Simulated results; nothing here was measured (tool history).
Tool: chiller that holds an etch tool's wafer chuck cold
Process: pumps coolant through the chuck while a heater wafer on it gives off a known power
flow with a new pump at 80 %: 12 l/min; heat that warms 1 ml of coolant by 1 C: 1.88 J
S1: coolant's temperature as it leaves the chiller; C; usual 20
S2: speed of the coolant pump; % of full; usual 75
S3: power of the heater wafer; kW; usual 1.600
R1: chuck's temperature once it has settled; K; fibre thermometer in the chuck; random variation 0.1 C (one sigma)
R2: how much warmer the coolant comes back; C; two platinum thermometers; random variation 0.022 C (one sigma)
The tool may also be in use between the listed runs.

{"run": 1, "hour": 0.0, "S1": 20, "S2": 75, "S3": 1.6, "R1": 306.05, "R2": 4.55}
{"run": 2, "hour": 127.5, "S1": 20, "S2": 75, "S3": 1.6, "R1": 306.25, "R2": 4.54}
{"run": 3, "hour": 269.4, "S1": 20, "S2": 75, "S3": 1.6, "R1": 306.15, "R2": 4.54}
{"run": 4, "hour": 401.8, "S1": 20, "S2": 75, "S3": 1.6, "R1": 306.15, "R2": 4.52}
{"run": 5, "hour": 538.1, "S1": 20, "S2": 75, "S3": 1.6, "R1": 306.05, "R2": 4.47}
{"run": 6, "hour": 655.5, "S1": 20, "S2": 75, "S3": 1.6, "R1": 306.25, "R2": 4.48}
{"run": 7, "hour": 784.8, "S1": 20, "S2": 75, "S3": 1.6, "R1": 305.95, "R2": 4.46}
{"run": 8, "hour": 873.4, "S1": 20, "S2": 75, "S3": 1.6, "R1": 306.15, "R2": 4.41}
{"run": 9, "hour": 1014.7, "S1": 20, "S2": 75, "S3": 1.523, "R1": 305.55, "R2": 4.22}
{"run": 10, "hour": 1135.6, "S1": 20, "S2": 85, "S3": 1.523, "R1": 304.15, "R2": 3.62}
{"run": 11, "hour": 1232.2, "S1": 20, "S2": 85, "S3": 1.523, "R1": 304.15, "R2": 3.57}
{"run": 12, "hour": 1334.8, "S1": 20, "S2": 85, "S3": 1.523, "R1": 304.15, "R2": 3.59}
{"run": 13, "hour": 1410.2, "S1": 13, "S2": 75, "S3": 1.6, "R1": 298.95, "R2": 4.35}
{"run": 14, "hour": 1541.5, "S1": 13, "S2": 78, "S3": 1.6, "R1": 298.55, "R2": 4.14}
{"run": 15, "hour": 1625.6, "S1": 13, "S2": 78, "S3": 1.6, "R1": 298.85, "R2": 4.13}
{"run": 16, "hour": 1758.1, "S1": 13, "S2": 78, "S3": 1.6, "R1": 298.55, "R2": 4.09}
{"run": 17, "hour": 1836.0, "S1": 13, "S2": 78, "S3": 1.6, "R1": 298.55, "R2": 4.07}
{"run": 18, "hour": 1956.5, "S1": 22, "S2": 66, "S3": 1.443, "R1": 308.55, "R2": 4.45}
{"run": 19, "hour": 2017.5, "S1": 12, "S2": 62, "S3": 1.6, "R1": 300.95, "R2": 5.38}
{"run": 20, "hour": 2156.8, "S1": 12, "S2": 62, "S3": 1.6, "R1": 300.75, "R2": 5.35}
{"run": 21, "hour": 2281.2, "S1": 15, "S2": 75, "S3": 0.808, "R1": 294.75, "R2": 2.34}
{"run": 22, "hour": 2405.7, "S1": 17, "S2": 75, "S3": 1.203, "R1": 300.05, "R2": 3.4}
{"run": 23, "hour": 2504.6, "S1": 20, "S2": 75, "S3": 1.203, "R1": 302.85, "R2": 3.39}
{"run": 24, "hour": 2591.6, "S1": 20, "S2": 75, "S3": 1.203, "R1": 303.05, "R2": 3.38}
{"run": 25, "hour": 2693.7, "S1": 20, "S2": 75, "S3": 1.203, "R1": 302.85, "R2": 3.37}
{"run": 26, "hour": 2774.4, "S1": 20, "S2": 75, "S3": 1.203, "R1": 303.15, "R2": 3.37}
{"run": 27, "hour": 2840.2, "S1": 20, "S2": 98, "S3": 1.6, "R1": 303.15, "R2": 3.31}
{"run": 28, "hour": 2925.9, "S1": 20, "S2": 98, "S3": 1.6, "R1": 303.05, "R2": 3.26}
{"run": 29, "hour": 3059.4, "S1": 24, "S2": 68, "S3": 0.931, "R1": 305.55, "R2": 2.86}
{"run": 30, "hour": 3168.5, "S1": 13, "S2": 81, "S3": 1.6, "R1": 298.05, "R2": 4.06}
{"run": 31, "hour": 3298.4, "S1": 20, "S2": 72, "S3": 0.909, "R1": 300.95, "R2": 2.59}
{"run": 32, "hour": 3439.1, "S1": 25, "S2": 76, "S3": 1.857, "R1": 313.15, "R2": 5.05}
{"run": 33, "hour": 3545.1, "S1": 25, "S2": 84, "S3": 1.281, "R1": 307.45, "R2": 2.96}

Not shown: 3 entries that the log had between the listed runs. Between which runs, and how does the tool's hidden state differ before and after?
Between runs 5 and 6: coolant changed, channels flushed (hour 584.9)
  heat passed by the chuck's channels, % of clean ones': 99.5 -> 100; drift of the gauge itself on warmer_back_c, C: -0.09 -> -0.11
  measured less the result without the state, R2: -0.09 -> -0.11 C
Between runs 13 and 14: chiller's thermometer calibrated (hour 1445.0)
  coolant's true temperature over the reading, C: -0.03 -> 0; drift of the gauge itself on warmer_back_c, C: -0.24 -> -0.26
  measured less the result without the state, R2: -0.24 -> -0.26 C
Between runs 20 and 21: gauge calibrated (hour 2192.3)
  drift of the gauge itself on warmer_back_c, C: -0.36 -> -0.01
  measured less the result without the state, R2: -0.35 -> -0.02 C
